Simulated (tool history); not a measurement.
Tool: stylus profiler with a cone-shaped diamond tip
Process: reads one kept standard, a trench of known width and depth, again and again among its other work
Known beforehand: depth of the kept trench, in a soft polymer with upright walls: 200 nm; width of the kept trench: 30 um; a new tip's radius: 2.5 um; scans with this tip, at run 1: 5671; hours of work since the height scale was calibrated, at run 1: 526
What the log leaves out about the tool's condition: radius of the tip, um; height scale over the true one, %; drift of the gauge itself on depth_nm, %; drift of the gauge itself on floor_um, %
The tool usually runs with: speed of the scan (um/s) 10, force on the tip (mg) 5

run,day,speed of the scan (um/s),force on the tip (mg),scans with this tip,hours of work since the height scale was calibrated,depth of the trench (nm),width of the trench's floor (nm)
1,0,10,5,5671,526,204.22,27410
2,3.317,10,5,6275,582,204.08,27330
3,6.817,10,5,6912,641,204.26,27290
4,11.112,10,5,7694,713,204.35,27150
5,16.138,10,5,8609,798,204.17,27170
6,21.458,10,5,9578,888,204.49,27050
7,25.8,10,5,10370,961,204.52,27000
8,30.979,10,9.83,11313,1049,206.61,26900
9,34.088,10,9.83,11879,1101,206.85,26840
10,37.138,10,11.54,12435,1153,207.4,26770
# day 39.196: new tip fitted, height scale calibrated
11,40.558,10,1.68,248,23,201.76,27980
12,43.004,10,3.94,694,64,203.23,27960
13,48.162,10,3.94,1633,151,203.42,27840
14,50.9,10,3.94,2132,198,203.27,27750
15,54.396,34,7.72,2768,257,205.07,27630
16,57.633,8,2.73,3358,311,202.64,27660
17,60.379,35,11.09,3858,358,206.58,27550
18,63.042,35,11.09,4343,403,206.7,27570
19,65.567,10,5.45,4803,445,204.22,27470
20,70.133,10,5.45,5635,522,204.23,27390
21,72.842,10,5.45,6128,568,204.13,27350
22,78.267,4,5.45,7116,660,204.31,27280
23,83.088,21,6.82,7994,741,204.97,27180
24,87.8,2,3.29,8852,821,203.24,27080
25,91.092,2,7.71,9451,876,205.48,27090

Per-run results on a tool with no hidden state, each run keeping its own random variation:
run,depth of the trench (nm),width of the trench's floor (nm)
1,203.82,28020
2,203.64,28000
3,203.78,28020
4,203.81,27960
5,203.57,28050
6,203.83,28020
7,203.82,28040
8,205.83,28020
9,206.04,28010
10,206.54,27980
11,201.84,28000
12,203.29,28030
13,203.42,28040
14,203.24,28000
15,205,27950
16,202.53,28040
17,206.44,27980
18,206.52,28050
19,204.02,27990
20,203.98,28000
21,203.85,28010
22,203.96,28040
23,204.56,28020
24,202.78,28000
25,204.98,28050
